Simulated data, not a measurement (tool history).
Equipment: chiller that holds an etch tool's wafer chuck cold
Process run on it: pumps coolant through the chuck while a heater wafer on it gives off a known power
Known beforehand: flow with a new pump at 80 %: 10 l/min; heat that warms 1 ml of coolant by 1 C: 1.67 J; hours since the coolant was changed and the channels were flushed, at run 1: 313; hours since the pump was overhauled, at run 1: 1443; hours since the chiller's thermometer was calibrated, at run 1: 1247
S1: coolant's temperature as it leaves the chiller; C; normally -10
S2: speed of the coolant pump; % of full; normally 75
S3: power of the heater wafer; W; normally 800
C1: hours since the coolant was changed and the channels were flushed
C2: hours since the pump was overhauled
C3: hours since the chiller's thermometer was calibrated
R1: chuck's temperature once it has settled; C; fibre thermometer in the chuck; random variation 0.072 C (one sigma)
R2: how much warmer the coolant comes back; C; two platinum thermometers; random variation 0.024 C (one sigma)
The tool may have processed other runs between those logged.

run 1 hour=0 | S1=-10 S2=75 S3=800 | C1=313 C2=1443 C3=1247 | R1=-2.56 R2=3.23
run 2 hour=71.6 | S1=-10 S2=75 S3=800 | C1=385 C2=1515 C3=1319 | R1=-2.52 R2=3.2
run 3 hour=145.8 | S1=-10 S2=68 S3=800 | C1=459 C2=1589 C3=1393 | R1=-1.75 R2=3.59
run 4 hour=231.1 | S1=-15 S2=75 S3=800 | C1=544 C2=1674 C3=1478 | R1=-7.49 R2=3.25
run 5 hour=280.7 | S1=-10 S2=75 S3=800 | C1=594 C2=1724 C3=1528 | R1=-2.45 R2=3.24
run 6 hour=348 | S1=-10 S2=75 S3=916 | C1=661 C2=1791 C3=1595 | R1=-1.38 R2=3.66
run 7 hour=390.1 | S1=-6 S2=99 S3=481 | C1=703 C2=1833 C3=1637 | R1=-2.25 R2=1.48
run 8 hour=427.4 | S1=-18 S2=68 S3=481 | C1=740 C2=1870 C3=1675 | R1=-12.95 R2=2.21
run 9 hour=482.8 | S1=-18 S2=68 S3=481 | C1=796 C2=1926 C3=1730 | R1=-12.88 R2=2.15
run 10 hour=553.9 | S1=-10 S2=75 S3=417 | C1=867 C2=1997 C3=1801 | R1=-5.9 R2=1.66
run 11 hour=621.9 | S1=-14 S2=78 S3=417 | C1=935 C2=2065 C3=1869 | R1=-10.04 R2=1.62
run 12 hour=675.3 | S1=-12 S2=75 S3=1161 | C1=988 C2=2118 C3=1922 | R1=-0.77 R2=4.73

Difference, measured minus no-hidden-state, one row per run. Run-to-run variation is common to both terms; the gauge's own scatter need not be:
The tool's hidden condition here consists of: heat passed by the chuck's channels, % of clean ones'; flow at a given pump speed, % of a new pump's; coolant's true temperature over the reading, C; drift of the gauge itself on chuck_c, C; drift of the gauge itself on warmer_back_c, C.
run=1 R1=+0.35 R2=+0.12
run=2 R1=+0.37 R2=+0.12
run=3 R1=+0.44 R2=+0.14
run=4 R1=+0.44 R2=+0.14
run=5 R1=+0.47 R2=+0.14
run=6 R1=+0.54 R2=+0.17
run=7 R1=+0.31 R2=+0.07
run=8 R1=+0.39 R2=+0.11
run=9 R1=+0.41 R2=+0.11
run=10 R1=+0.37 R2=+0.09
run=11 R1=+0.38 R2=+0.08
run=12 R1=+0.84 R2=+0.26
